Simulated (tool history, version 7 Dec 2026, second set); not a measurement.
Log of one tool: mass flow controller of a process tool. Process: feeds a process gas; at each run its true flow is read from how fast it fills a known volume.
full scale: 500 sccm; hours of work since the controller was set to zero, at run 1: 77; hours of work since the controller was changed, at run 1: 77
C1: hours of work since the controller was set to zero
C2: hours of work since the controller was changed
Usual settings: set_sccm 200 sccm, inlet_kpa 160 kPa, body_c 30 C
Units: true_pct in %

run 1 day=0.000 | set_sccm=200 inlet_kpa=160 body_c=30 | C1=77 C2=77 | true_pct=100.46
run 2 day=9.192 | set_sccm=200 inlet_kpa=160 body_c=30 | C1=153 C2=153 | true_pct=100.30
run 3 day=16.421 | set_sccm=200 inlet_kpa=160 body_c=30 | C1=213 C2=213 | true_pct=100.36
run 4 day=28.879 | set_sccm=200 inlet_kpa=160 body_c=30 | C1=316 C2=316 | true_pct=100.44
run 5 day=38.662 | set_sccm=200 inlet_kpa=160 body_c=30 | C1=397 C2=397 | true_pct=100.39
run 6 day=44.362 | set_sccm=200 inlet_kpa=160 body_c=30 | C1=444 C2=444 | true_pct=100.31
run 7 day=53.208 | set_sccm=200 inlet_kpa=160 body_c=30 | C1=517 C2=517 | true_pct=100.32
run 8 day=60.804 | set_sccm=200 inlet_kpa=160 body_c=30 | C1=580 C2=580 | true_pct=100.25
run 9 day=71.329 | set_sccm=200 inlet_kpa=160 body_c=30 | C1=667 C2=667 | true_pct=100.32
run 10 day=80.346 | set_sccm=200 inlet_kpa=160 body_c=30 | C1=742 C2=742 | true_pct=100.13
run 11 day=92.621 | set_sccm=200 inlet_kpa=160 body_c=30 | C1=843 C2=843 | true_pct=100.16
run 12 day=104.812 | set_sccm=200 inlet_kpa=169 body_c=30 | C1=944 C2=944 | true_pct=100.00
run 13 day=112.904 | set_sccm=200 inlet_kpa=169 body_c=30 | C1=1011 C2=1011 | true_pct=99.90
run 14 day=118.067 | set_sccm=200 inlet_kpa=169 body_c=30 | C1=1053 C2=1053 | true_pct=100.00
run 15 day=128.412 | set_sccm=200 inlet_kpa=160 body_c=30 | C1=1139 C2=1139 | true_pct=100.02
run 16 day=138.471 | set_sccm=62 inlet_kpa=181 body_c=30 | C1=1222 C2=1222 | true_pct=99.18
run 17 day=146.962 | set_sccm=58 inlet_kpa=170 body_c=27 | C1=1292 C2=1292 | true_pct=98.94
run 18 day=156.379 | set_sccm=200 inlet_kpa=160 body_c=40 | C1=1370 C2=1370 | true_pct=100.26
run 19 day=162.000 | set_sccm=111 inlet_kpa=211 body_c=25 | C1=1417 C2=1417 | true_pct=99.06
-- day=162.854 controller's zero set anew
run 20 day=172.146 | set_sccm=394 inlet_kpa=163 body_c=25 | C1=77 C2=1500 | true_pct=99.97
run 21 day=181.438 | set_sccm=394 inlet_kpa=144 body_c=27 | C1=154 C2=1577 | true_pct=100.14
run 22 day=188.217 | set_sccm=63 inlet_kpa=183 body_c=30 | C1=210 C2=1633 | true_pct=98.57
run 23 day=200.429 | set_sccm=490 inlet_kpa=245 body_c=30 | C1=311 C2=1734 | true_pct=99.52
run 24 day=211.312 | set_sccm=392 inlet_kpa=245 body_c=30 | C1=401 C2=1824 | true_pct=99.38
run 25 day=219.225 | set_sccm=392 inlet_kpa=245 body_c=30 | C1=466 C2=1890 | true_pct=99.38
-- day=221.017 controller's zero set anew, once more
run 26 day=227.558 | set_sccm=363 inlet_kpa=141 body_c=30 | C1=54 C2=1958 | true_pct=100.23
run 27 day=239.700 | set_sccm=256 inlet_kpa=270 body_c=23 | C1=154 C2=2059 | true_pct=98.81
run 28 day=247.738 | set_sccm=256 inlet_kpa=270 body_c=23 | C1=221 C2=2125 | true_pct=98.75
run 29 day=253.392 | set_sccm=100 inlet_kpa=205 body_c=21 | C1=268 C2=2172 | true_pct=98.93
run 30 day=265.258 | set_sccm=100 inlet_kpa=205 body_c=21 | C1=366 C2=2270 | true_pct=98.91

3 ways to go on from here, each from the tool as it stands after run 30. What would each give?
run A day=273.333 | set_sccm=52 inlet_kpa=190 body_c=21 | C1=433 C2=2337 | true_pct=?
run B day=273.333 | set_sccm=302 inlet_kpa=160 body_c=30 | C1=433 C2=2337 | true_pct=?
run C day=273.333 | set_sccm=200 inlet_kpa=206 body_c=30 | C1=433 C2=2337 | true_pct=?

run=A true_pct=98.70
run=B true_pct=99.82
run=C true_pct=99.46
Without the tool's hidden state the same runs would have given:
run=A true_pct=99.42
run=B true_pct=100.23
run=C true_pct=99.90
